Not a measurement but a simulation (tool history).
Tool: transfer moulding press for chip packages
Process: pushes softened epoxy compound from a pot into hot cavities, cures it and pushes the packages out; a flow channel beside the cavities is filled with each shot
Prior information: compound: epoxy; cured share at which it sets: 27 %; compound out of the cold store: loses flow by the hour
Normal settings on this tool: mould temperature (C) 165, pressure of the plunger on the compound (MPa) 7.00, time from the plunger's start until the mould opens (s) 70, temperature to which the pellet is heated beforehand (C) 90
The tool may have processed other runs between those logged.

run	hour	mould temperature (C)	pressure of the plunger on the compound (MPa)	time from the plunger's start until the mould opens (s)	temperature to which the pellet is heated beforehand (C)	incoming compound's hours out of the cold store	length that the compound runs in the flow channel (mm)	greatest force on the pins that push the packages out (N)
1	0.0	165	7.00	70	90	16.4	1013	208
2	11.7	165	5.99	70	90	29.5	882	225
3	24.5	165	7.00	70	90	37.7	929	258
4	44.6	165	7.00	70	90	11.5	1008	283
5	54.1	165	7.00	64	90	47.2	894	339
# hour 76.0: cavities cleaned with cleaning compound and waxed
6	76.0	166	7.00	64	90	24.9	962	219
7	94.7	166	7.00	64	90	28.4	948	260
8	110.6	166	7.00	64	90	13.5	987	311
9	120.5	166	7.00	64	90	20.3	969	313
10	138.0	166	7.00	64	90	20.4	955	349
# hour 149.6: mould's thermocouples calibrated
# hour 154.6: cavities cleaned with cleaning compound and waxed
11	159.3	165	7.00	70	90	15.1	984	227
12	169.9	165	7.00	70	90	29.9	935	249
13	183.5	165	7.00	70	90	25.4	943	271
14	197.9	159	7.00	70	90	26.7	955	471
15	216.5	166	5.56	70	90	16.4	855	330
# hour 231.0: cavities cleaned with cleaning compound and waxed
16	235.7	165	5.47	86	90	8.2	880	202
17	254.9	170	7.85	99	98	27.2	956	230
18	276.4	169	5.73	107	90	47.9	760	268
19	293.3	166	7.33	107	90	40.8	901	270
# hour 308.4: cavities cleaned with cleaning compound and waxed
20	315.9	173	7.00	56	91	23.5	905	219
21	337.5	162	7.00	70	80	9.7	987	341
22	356.5	165	7.00	53	82	14.6	946	573
23	371.9	165	6.95	95	90	34.0	883	292
# hour 384.4: cavities cleaned with cleaning compound and waxed
24	394.4	159	6.36	58	91	35.2	855	518
25	407.8	159	6.36	58	91	26.2	877	614
26	421.1	172	5.53	70	90	34.7	758	265
27	433.5	172	5.43	70	90	8.7	825	276
# hour 440.1: plunger's sealing rings changed
28	455.3	172	5.43	70	90	46.9	787	286

4 options for the next run, each taken on its own from the tool as it stands now. Forecast them:
# hour 463.7: cavities cleaned with cleaning compound and waxed
A	473.2	165	7.00	62	90	19.9	?	?
# hour 463.7: cavities cleaned with cleaning compound and waxed
B	473.2	161	8.52	89	90	19.3	?	?
# hour 463.7: cavities cleaned with cleaning compound and waxed
C	473.2	166	7.00	60	90	29.2	?	?
# hour 463.7: cavities cleaned with cleaning compound and waxed
D	473.2	169	7.00	70	99	36.3	?	?

run	length that the compound runs in the flow channel (mm)	greatest force on the pins that push the packages out (N)
A	1004	282
B	1127	230
C	964	275
D	930	222
Had the tool no hidden state, the same runs would have come out as:
run	length that the compound runs in the flow channel (mm)	greatest force on the pins that push the packages out (N)
A	1010	241
B	1133	199
C	970	235
D	936	193

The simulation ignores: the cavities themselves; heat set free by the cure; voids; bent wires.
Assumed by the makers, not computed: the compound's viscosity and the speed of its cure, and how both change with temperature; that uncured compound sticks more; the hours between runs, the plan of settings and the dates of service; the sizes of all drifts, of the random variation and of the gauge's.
